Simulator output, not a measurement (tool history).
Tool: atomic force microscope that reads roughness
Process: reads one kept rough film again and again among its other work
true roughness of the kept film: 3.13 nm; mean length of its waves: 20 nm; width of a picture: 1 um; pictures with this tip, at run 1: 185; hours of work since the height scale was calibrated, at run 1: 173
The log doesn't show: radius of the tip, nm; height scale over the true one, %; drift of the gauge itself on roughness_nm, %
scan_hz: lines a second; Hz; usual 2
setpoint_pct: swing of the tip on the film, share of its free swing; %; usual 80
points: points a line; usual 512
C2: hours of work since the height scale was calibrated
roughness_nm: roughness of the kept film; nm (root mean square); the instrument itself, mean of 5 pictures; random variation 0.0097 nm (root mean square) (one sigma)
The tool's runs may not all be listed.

{"run": 1, "hour": 0.0, "scan_hz": 2, "setpoint_pct": 80, "points": 512, "pictures with this tip": 185, "C2": 173, "roughness_nm": 2.198}
{"run": 2, "hour": 9.0, "scan_hz": 2, "setpoint_pct": 80, "points": 512, "pictures with this tip": 206, "C2": 179, "roughness_nm": 2.208}
{"run": 3, "hour": 14.8, "scan_hz": 2, "setpoint_pct": 80, "points": 547, "pictures with this tip": 219, "C2": 184, "roughness_nm": 2.182}
{"run": 4, "hour": 26.0, "scan_hz": 2, "setpoint_pct": 80, "points": 547, "pictures with this tip": 244, "C2": 192, "roughness_nm": 2.201}
{"run": 5, "hour": 33.0, "scan_hz": 2, "setpoint_pct": 80, "points": 512, "pictures with this tip": 260, "C2": 197, "roughness_nm": 2.191}
{"run": 6, "hour": 40.2, "scan_hz": 1.19, "setpoint_pct": 80, "points": 512, "pictures with this tip": 277, "C2": 202, "roughness_nm": 2.335}
{"run": 7, "hour": 52.4, "scan_hz": 2, "setpoint_pct": 80, "points": 626, "pictures with this tip": 304, "C2": 211, "roughness_nm": 2.186}
{"run": 8, "hour": 57.7, "scan_hz": 2, "setpoint_pct": 80, "points": 626, "pictures with this tip": 316, "C2": 215, "roughness_nm": 2.19}
{"run": 9, "hour": 64.4, "scan_hz": 2, "setpoint_pct": 80, "points": 512, "pictures with this tip": 332, "C2": 220, "roughness_nm": 2.184}
{"hour": 74.4, "done": "new tip fitted"}
{"run": 10, "hour": 76.1, "scan_hz": 2, "setpoint_pct": 80, "points": 512, "pictures with this tip": 4, "C2": 228, "roughness_nm": 2.206}
{"run": 11, "hour": 84.1, "scan_hz": 2, "setpoint_pct": 80, "points": 512, "pictures with this tip": 22, "C2": 233, "roughness_nm": 2.19}
{"run": 12, "hour": 89.5, "scan_hz": 2, "setpoint_pct": 80, "points": 512, "pictures with this tip": 35, "C2": 237, "roughness_nm": 2.193}
{"run": 13, "hour": 96.6, "scan_hz": 2, "setpoint_pct": 80, "points": 512, "pictures with this tip": 51, "C2": 243, "roughness_nm": 2.192}
{"run": 14, "hour": 101.8, "scan_hz": 2, "setpoint_pct": 80, "points": 512, "pictures with this tip": 62, "C2": 246, "roughness_nm": 2.207}
{"run": 15, "hour": 109.1, "scan_hz": 2, "setpoint_pct": 80, "points": 512, "pictures with this tip": 79, "C2": 252, "roughness_nm": 2.21}
{"run": 16, "hour": 118.1, "scan_hz": 2, "setpoint_pct": 80, "points": 512, "pictures with this tip": 99, "C2": 258, "roughness_nm": 2.189}
{"run": 17, "hour": 123.4, "scan_hz": 2, "setpoint_pct": 80, "points": 692, "pictures with this tip": 111, "C2": 262, "roughness_nm": 2.213}
{"run": 18, "hour": 129.7, "scan_hz": 2, "setpoint_pct": 80, "points": 692, "pictures with this tip": 126, "C2": 267, "roughness_nm": 2.208}
{"run": 19, "hour": 134.9, "scan_hz": 2, "setpoint_pct": 80, "points": 692, "pictures with this tip": 138, "C2": 270, "roughness_nm": 2.212}
{"run": 20, "hour": 140.4, "scan_hz": 2, "setpoint_pct": 80, "points": 692, "pictures with this tip": 150, "C2": 274, "roughness_nm": 2.212}
{"run": 21, "hour": 146.0, "scan_hz": 2, "setpoint_pct": 80, "points": 512, "pictures with this tip": 163, "C2": 278, "roughness_nm": 2.19}
{"run": 22, "hour": 154.8, "scan_hz": 2, "setpoint_pct": 80, "points": 512, "pictures with this tip": 183, "C2": 285, "roughness_nm": 2.205}
{"run": 23, "hour": 166.1, "scan_hz": 2, "setpoint_pct": 80, "points": 512, "pictures with this tip": 209, "C2": 293, "roughness_nm": 2.19}
{"run": 24, "hour": 176.0, "scan_hz": 2, "setpoint_pct": 80, "points": 512, "pictures with this tip": 231, "C2": 300, "roughness_nm": 2.197}
{"run": 25, "hour": 181.2, "scan_hz": 2, "setpoint_pct": 80, "points": 512, "pictures with this tip": 243, "C2": 304, "roughness_nm": 2.199}
{"run": 26, "hour": 187.8, "scan_hz": 1.79, "setpoint_pct": 80, "points": 512, "pictures with this tip": 258, "C2": 309, "roughness_nm": 2.233}
{"run": 27, "hour": 195.2, "scan_hz": 1.79, "setpoint_pct": 80, "points": 512, "pictures with this tip": 275, "C2": 314, "roughness_nm": 2.241}
{"run": 28, "hour": 201.7, "scan_hz": 1.01, "setpoint_pct": 60, "points": 275, "pictures with this tip": 289, "C2": 319, "roughness_nm": 2.531}
{"run": 29, "hour": 213.6, "scan_hz": 1.3, "setpoint_pct": 60, "points": 275, "pictures with this tip": 316, "C2": 327, "roughness_nm": 2.502}
{"run": 30, "hour": 222.7, "scan_hz": 1.3, "setpoint_pct": 60, "points": 275, "pictures with this tip": 337, "C2": 334, "roughness_nm": 2.492}
{"hour": 230.2, "done": "new tip fitted"}
{"run": 31, "hour": 230.8, "scan_hz": 1.3, "setpoint_pct": 60, "points": 275, "pictures with this tip": 1, "C2": 340, "roughness_nm": 2.512}
{"run": 32, "hour": 239.9, "scan_hz": 1.78, "setpoint_pct": 58, "points": 465, "pictures with this tip": 22, "C2": 346, "roughness_nm": 2.531}
{"run": 33, "hour": 247.1, "scan_hz": 0.76, "setpoint_pct": 80, "points": 407, "pictures with this tip": 38, "C2": 351, "roughness_nm": 2.465}
{"run": 34, "hour": 255.4, "scan_hz": 2, "setpoint_pct": 63, "points": 512, "pictures with this tip": 57, "C2": 357, "roughness_nm": 2.48}
{"run": 35, "hour": 265.4, "scan_hz": 3.56, "setpoint_pct": 62, "points": 487, "pictures with this tip": 80, "C2": 365, "roughness_nm": 2.342}
{"run": 36, "hour": 275.6, "scan_hz": 2.22, "setpoint_pct": 77, "points": 487, "pictures with this tip": 103, "C2": 372, "roughness_nm": 2.212}
{"run": 37, "hour": 284.0, "scan_hz": 1.51, "setpoint_pct": 82, "points": 537, "pictures with this tip": 122, "C2": 378, "roughness_nm": 2.283}
{"run": 38, "hour": 289.4, "scan_hz": 2, "setpoint_pct": 73, "points": 512, "pictures with this tip": 134, "C2": 382, "roughness_nm": 2.327}
{"run": 39, "hour": 300.8, "scan_hz": 2, "setpoint_pct": 73, "points": 512, "pictures with this tip": 160, "C2": 390, "roughness_nm": 2.308}
{"run": 40, "hour": 306.8, "scan_hz": 1.01, "setpoint_pct": 76, "points": 323, "pictures with this tip": 174, "C2": 395, "roughness_nm": 2.435}
{"run": 41, "hour": 313.2, "scan_hz": 1.02, "setpoint_pct": 80, "points": 269, "pictures with this tip": 188, "C2": 399, "roughness_nm": 2.344}
{"run": 42, "hour": 318.2, "scan_hz": 0.77, "setpoint_pct": 80, "points": 433, "pictures with this tip": 200, "C2": 403, "roughness_nm": 2.451}
{"run": 43, "hour": 327.6, "scan_hz": 2.78, "setpoint_pct": 82, "points": 384, "pictures with this tip": 221, "C2": 410, "roughness_nm": 1.994}
{"run": 44, "hour": 336.9, "scan_hz": 2, "setpoint_pct": 80, "points": 563, "pictures with this tip": 242, "C2": 416, "roughness_nm": 2.202}
{"run": 45, "hour": 347.4, "scan_hz": 0.57, "setpoint_pct": 70, "points": 563, "pictures with this tip": 266, "C2": 424, "roughness_nm": 2.572}
{"run": 46, "hour": 356.1, "scan_hz": 0.57, "setpoint_pct": 70, "points": 563, "pictures with this tip": 286, "C2": 430, "roughness_nm": 2.578}
{"run": 47, "hour": 365.4, "scan_hz": 0.57, "setpoint_pct": 70, "points": 563, "pictures with this tip": 307, "C2": 437, "roughness_nm": 2.584}
{"run": 48, "hour": 373.3, "scan_hz": 0.8, "setpoint_pct": 56, "points": 512, "pictures with this tip": 325, "C2": 443, "roughness_nm": 2.624}
{"run": 49, "hour": 383.8, "scan_hz": 0.8, "setpoint_pct": 56, "points": 512, "pictures with this tip": 349, "C2": 451, "roughness_nm": 2.604}
{"hour": 386.2, "done": "new tip fitted"}
{"run": 50, "hour": 395.6, "scan_hz": 0.94, "setpoint_pct": 73, "points": 524, "pictures with this tip": 21, "C2": 459, "roughness_nm": 2.493}
{"run": 51, "hour": 404.2, "scan_hz": 1.48, "setpoint_pct": 82, "points": 759, "pictures with this tip": 41, "C2": 465, "roughness_nm": 2.283}
{"run": 52, "hour": 411.0, "scan_hz": 1.48, "setpoint_pct": 82, "points": 759, "pictures with this tip": 56, "C2": 470, "roughness_nm": 2.287}
{"run": 53, "hour": 421.8, "scan_hz": 1.48, "setpoint_pct": 77, "points": 823, "pictures with this tip": 81, "C2": 478, "roughness_nm": 2.355}

Forecast each of these 3 alternatives for the next run:
{"run": "A", "hour": 428.1, "scan_hz": 1.48, "setpoint_pct": 86, "points": 612, "pictures with this tip": 95, "C2": 482, "roughness_nm": "?"}
{"run": "B", "hour": 428.1, "scan_hz": 0.8, "setpoint_pct": 62, "points": 822, "pictures with this tip": 95, "C2": 482, "roughness_nm": "?"}
{"run": "C", "hour": 428.1, "scan_hz": 1.48, "setpoint_pct": 63, "points": 823, "pictures with this tip": 95, "C2": 482, "roughness_nm": "?"}

run=A roughness_nm=2.193
run=B roughness_nm=2.613
run=C roughness_nm=2.536
Without the tool's hidden state the same runs would have given:
run=A roughness_nm=2.195
run=B roughness_nm=2.615
run=C roughness_nm=2.538
